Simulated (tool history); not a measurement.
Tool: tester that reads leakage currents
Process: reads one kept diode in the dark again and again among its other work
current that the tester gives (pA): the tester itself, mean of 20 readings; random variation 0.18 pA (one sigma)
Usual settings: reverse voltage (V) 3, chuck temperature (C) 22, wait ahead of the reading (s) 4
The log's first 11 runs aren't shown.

run     day  reverse voltage (V)  chuck temperature (C)  wait ahead of the reading (s)  hours of work since the probe card was cleaned  hours of work since the tester was calibrated  hours of work since the chuck was calibrated  current that the tester gives (pA)
 12  22.112                    3                     22                           3.28                                             955                                           1161                                           290                               59.74
 13  23.696                    3                     22                           3.28                                             971                                           1177                                           306                               59.89
 14  26.496                    3                     51                           3.28                                             999                                           1205                                           334                                 727
     28.042  -- probe card cleaned and baked
 15  29.642                    3                     51                           2.71                                              16                                           1235                                           364                              723.64
 16  32.158                    3                     22                              4                                              41                                           1260                                           390                               58.91
 17  34.821                    3                     22                              4                                              68                                           1287                                           416                               59.22
 18  37.988                    3                     40                              4                                             100                                           1319                                           448                              299.68
 19    40.9                    3                     22                              4                                             129                                           1348                                           477                               59.56
 20  42.562                    3                     49                              4                                             146                                           1364                                           494                              628.35
 21  43.917                 1.55                     49                           3.55                                             159                                           1378                                           507                              428.65
 22    45.7                 1.52                     22                           0.33                                             177                                           1396                                           525                                40.8
 23  47.742                 1.52                     22                           0.33                                             197                                           1416                                           546                               40.85
 24  50.858                  3.4                     44                              4                                             229                                           1448                                           577                              451.78
     52.671  -- chuck's temperature calibrated
 25  53.783                  3.4                     44                              4                                             257                                           1476                                            11                              441.39

Run 26 comes next. What will it give?
 26  56.475                  3.4                     40                              4                                             284                                           1503                                            38                                   ?

{"run 26": {"current that the tester gives (pA)": 318.05}}
Without the tool's hidden state the same run would have given current that the tester gives (pA) 312.23.
